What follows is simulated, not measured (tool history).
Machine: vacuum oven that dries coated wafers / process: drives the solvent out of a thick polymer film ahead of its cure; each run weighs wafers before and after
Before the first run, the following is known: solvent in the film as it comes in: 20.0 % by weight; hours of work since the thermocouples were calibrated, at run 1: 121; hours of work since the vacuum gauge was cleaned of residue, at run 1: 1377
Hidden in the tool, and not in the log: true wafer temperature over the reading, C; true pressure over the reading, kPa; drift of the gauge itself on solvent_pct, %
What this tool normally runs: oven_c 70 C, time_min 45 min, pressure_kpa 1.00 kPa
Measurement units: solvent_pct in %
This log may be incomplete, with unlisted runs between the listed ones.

run	hour	oven_c	time_min	pressure_kpa	hours of work since the thermocouples were calibrated	hours of work since the vacuum gauge was cleaned of residue	solvent_pct
1	0.0	70	45	1.00	121	1377	2.08
2	37.2	70	45	1.00	140	1396	2.08
3	91.9	70	45	1.00	167	1424	2.10
4	148.9	70	45	1.00	196	1452	2.08
5	188.0	70	45	1.00	216	1472	2.11
6	260.0	70	45	1.00	253	1509	2.08
7	292.8	70	45	1.00	269	1525	2.06
8	341.7	70	45	3.52	294	1550	3.77
9	383.2	75	43	2.52	315	1571	2.13
10	417.4	70	45	3.80	332	1589	3.91
11	479.1	68	45	3.80	364	1620	4.51
12	536.1	61	64	3.17	393	1649	5.18

Predict the results of run 13:
13	598.9	70	28	3.97	424	1681	?

Run 13 measured solvent_pct 5.77 %.
If the tool had no hidden condition, the same run with the same run-to-run variation would have returned solvent_pct 5.66 %.
